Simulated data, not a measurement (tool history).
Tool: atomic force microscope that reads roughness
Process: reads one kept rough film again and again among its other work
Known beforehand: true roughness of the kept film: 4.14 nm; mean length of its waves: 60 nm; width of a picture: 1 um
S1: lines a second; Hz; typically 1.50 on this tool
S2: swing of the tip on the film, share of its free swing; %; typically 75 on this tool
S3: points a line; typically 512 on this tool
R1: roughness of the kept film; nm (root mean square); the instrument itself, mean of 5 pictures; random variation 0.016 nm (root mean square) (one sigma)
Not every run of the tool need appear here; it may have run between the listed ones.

Run 1, hour 0.0: usual settings. Result: R1 3.380 nm (root mean square).
Run 2, hour 48.6: usual settings. Result: R1 3.693 nm (root mean square).
Run 3, hour 99.2: usual settings but S1 1.77 Hz. Result: R1 3.502 nm (root mean square).
Run 4, hour 127.5: usual settings but S3 333. Result: R1 3.684 nm (root mean square).
Run 5, hour 148.1: usual settings but S3 333. Result: R1 3.429 nm (root mean square).
Run 6, hour 180.9: usual settings but S3 333. Result: R1 3.549 nm (root mean square).
Run 7, hour 214.3: usual settings but S1 0.54 Hz, S2 72 %. Result: R1 3.719 nm (root mean square).
Run 8, hour 264.8: usual settings but S1 0.85 Hz, S2 86 %. Result: R1 3.441 nm (root mean square).
Run 9, hour 309.5: usual settings but S1 0.74 Hz, S2 64 %. Result: R1 3.530 nm (root mean square).
Run 10, hour 349.7: usual settings but S1 0.74 Hz, S2 57 %. Result: R1 3.506 nm (root mean square).
Run 11, hour 392.0: usual settings but S1 0.74 Hz, S2 57 %. Result: R1 3.988 nm (root mean square).

Put back what was entered between runs (11 entries, withheld): which listed runs does each sit between, and how does the hidden state differ from the listed run before to the listed run after?
After run 1, before run 2: new tip fitted (hour 3.0); new tip fitted (hour 42.2)
  radius of the tip, nm: 38.6 -> 15.4; height scale over the true one, %: 0.82 -> 0.86
  measured result minus the result with no hidden state, R1: -0.388 -> -0.055 nm (root mean square)
After run 2, before run 3: new tip fitted (hour 81.5)
  radius of the tip, nm: 15.4 -> 25.1; height scale over the true one, %: 0.86 -> 0.91
  measured result minus the result with no hidden state, R1: -0.055 -> -0.195 nm (root mean square)
After run 3, before run 4: new tip fitted (hour 122.6)
  radius of the tip, nm: 25.1 -> 14.6; height scale over the true one, %: 0.91 -> 0.93
  measured result minus the result with no hidden state, R1: -0.195 -> -0.039 nm (root mean square)
After run 5, before run 6: new tip fitted (hour 162.5)
  radius of the tip, nm: 33.7 -> 28; height scale over the true one, %: 0.95 -> 0.98
  measured result minus the result with no hidden state, R1: -0.317 -> -0.240 nm (root mean square)
After run 6, before run 7: new tip fitted (hour 200.5)
  radius of the tip, nm: 28 -> 22.5; height scale over the true one, %: 0.98 -> 1.01
  measured result minus the result with no hidden state, R1: -0.240 -> -0.163 nm (root mean square)
After run 7, before run 8: new tip fitted (hour 239.0)
  radius of the tip, nm: 22.5 -> 33.3; height scale over the true one, %: 1.01 -> 1.06
  measured result minus the result with no hidden state, R1: -0.163 -> -0.309 nm (root mean square)
After run 8, before run 9: new tip fitted (hour 277.9)
  radius of the tip, nm: 33.3 -> 38.5; height scale over the true one, %: 1.06 -> 1.1
  measured result minus the result with no hidden state, R1: -0.309 -> -0.394 nm (root mean square)
After run 9, before run 10: new tip fitted (hour 316.7)
  radius of the tip, nm: 38.5 -> 39.5; height scale over the true one, %: 1.1 -> 1.14
  measured result minus the result with no hidden state, R1: -0.394 -> -0.405 nm (root mean square)
After run 10, before run 11: new tip fitted (hour 354.7); new tip fitted (hour 392.0)
  radius of the tip, nm: 39.5 -> 11; height scale over the true one, %: 1.14 -> 1.17
  measured result minus the result with no hidden state, R1: -0.405 -> +0.029 nm (root mean square)
